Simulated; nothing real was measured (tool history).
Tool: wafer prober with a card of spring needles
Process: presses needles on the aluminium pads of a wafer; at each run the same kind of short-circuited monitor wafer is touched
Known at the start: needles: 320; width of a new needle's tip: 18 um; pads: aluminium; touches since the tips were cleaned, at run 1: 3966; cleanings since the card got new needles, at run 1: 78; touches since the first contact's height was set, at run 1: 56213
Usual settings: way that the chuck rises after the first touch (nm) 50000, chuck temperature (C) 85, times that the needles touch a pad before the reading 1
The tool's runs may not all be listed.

run,hour,way that the chuck rises after the first touch (nm),chuck temperature (C),times that the needles touch a pad before the reading,touches since the tips were cleaned,cleanings since the card got new needles,touches since the first contact's height was set,resistance of one needle with its contact and lead (mohm),way that a needle slides on the pad (nm)
1,0,50000,85,1,3966,78,56213,604,10440
# hour 7.7: tips cleaned on abrasive film
# hour 24.3: tips cleaned on abrasive film
2,36.4,50000,85,2,4810,80,70616,463,10390
# hour 40: tips cleaned on abrasive film
# hour 56.4: tips cleaned on abrasive film
# hour 66.7: height of the first contact set anew
3,71.4,50000,36,1,5848,82,1869,697,10630
# hour 74: tips cleaned on abrasive film
# hour 90.5: tips cleaned on abrasive film
4,99.2,50000,85,1,3457,84,12835,626,10570
# hour 106.7: tips cleaned on abrasive film
5,117.8,50000,85,1,4388,85,20165,641,10540
# hour 122.6: tips cleaned on abrasive film
# hour 139.3: tips cleaned on abrasive film
6,148.7,50000,85,1,3757,87,32391,626,10480
# hour 156.1: tips cleaned on abrasive film
7,165.9,49000,85,1,3866,88,39162,651,10270
# hour 172: tips cleaned on abrasive film
# hour 188.4: tips cleaned on abrasive film
8,190.6,49000,85,1,855,90,48907,385,10220
# hour 205.9: tips cleaned on abrasive film
9,218.6,49000,85,1,5043,91,59987,698,10190
# hour 221.6: tips cleaned on abrasive film
# hour 237.9: tips cleaned on abrasive film
10,237.9,50000,40,1,0,93,67590,215,10360
# hour 255.5: tips cleaned on abrasive film
11,263,50000,40,1,2982,94,77511,619,10320
# hour 271.5: tips cleaned on abrasive film
# hour 274.6: height of the first contact set anew
12,285.4,50000,124,1,5383,95,4265,652,10610
# hour 288.7: tips cleaned on abrasive film
# hour 304.3: tips cleaned on abrasive film
13,308.1,50000,95,1,1520,97,13235,438,10540
# hour 321.7: tips cleaned on abrasive film
14,326.5,50000,85,2,1894,98,20489,383,10550
# hour 338.1: tips cleaned on abrasive film
15,346.3,50000,85,1,3235,99,28314,617,10510
# hour 353.7: tips cleaned on abrasive film
16,362.9,50000,85,1,3649,100,34886,627,10530
# hour 370: tips cleaned on abrasive film
# hour 388.4: tips cleaned on abrasive film
17,389.1,59000,98,1,287,102,45224,253,12350
# hour 404.8: tips cleaned on abrasive film
18,419.7,59000,98,1,5908,103,57325,559,12350
# hour 422.1: tips cleaned on abrasive film
# hour 440.1: tips cleaned on abrasive film
19,454.6,55000,104,2,5755,105,71118,434,11430
# hour 457.7: tips cleaned on abrasive film
# hour 474.2: tips cleaned on abrasive film
# hour 482.6: height of the first contact set anew
# hour 490.2: tips cleaned on abrasive film
20,490.2,55000,104,2,0,108,2975,184,11650
# hour 507.2: tips cleaned on abrasive film
21,514.3,55000,104,2,2835,109,12545,401,11640
# hour 525.5: tips cleaned on abrasive film
22,540.4,49000,36,2,5936,110,22874,520,10320
# hour 542.5: tips cleaned on abrasive film
# hour 559.7: tips cleaned on abrasive film
23,573.7,49000,41,2,5572,112,36025,526,10250
# hour 576.7: tips cleaned on abrasive film
24,591.2,49000,41,2,5726,113,42910,534,10270
# hour 593.9: tips cleaned on abrasive film
# hour 612.6: tips cleaned on abrasive film
25,617.3,33000,54,2,1889,115,53237,695,6800
# hour 628.2: tips cleaned on abrasive film
# hour 645.9: tips cleaned on abrasive film
26,652.4,33000,54,2,2614,117,67102,845,6780
# hour 661.4: tips cleaned on abrasive film
# hour 677.4: tips cleaned on abrasive film
27,677.4,33000,54,2,0,119,76958,268,6740
# hour 690.8: height of the first contact set anew
# hour 694.8: tips cleaned on abrasive film
28,700.2,50000,40,1,2152,120,3710,604,10570
# hour 710.6: tips cleaned on abrasive film
# hour 726.5: tips cleaned on abrasive film
29,730.7,50000,48,2,1648,122,15740,403,10530
# hour 742.1: tips cleaned on abrasive film
# hour 758.8: tips cleaned on abrasive film
30,761.8,65000,70,2,1185,124,28029,271,13700

Measured less the same run without the tool's hidden state. The same run-to-run variation is in both; the gauge's scatter may not be:
The hidden state here: debris on the tips, nm; way that the needles fall short of the set height, um; tips' diameter, um; drift of the gauge itself on contact_mohm, %; drift of the gauge itself on scrub_um, %.
run,resistance of one needle with its contact and lead (mohm),way that a needle slides on the pad (nm)
1,+441,-170
2,+300,-210
3,+541,+0
4,+461,-50
5,+478,-70
6,+462,-120
7,+485,-140
8,+218,-190
9,+532,-200
10,+59,-250
11,+464,-280
12,+480,+0
13,+274,-50
14,+219,-70
15,+452,-90
16,+466,-100
17,+87,-160
18,+397,-180
19,+269,-240
20,+15,-20
21,+235,-50
22,+366,-70
23,+372,-110
24,+378,-130
25,+524,-180
26,+675,-240
27,+96,-280
28,+449,-30
29,+243,-60
30,+117,-120
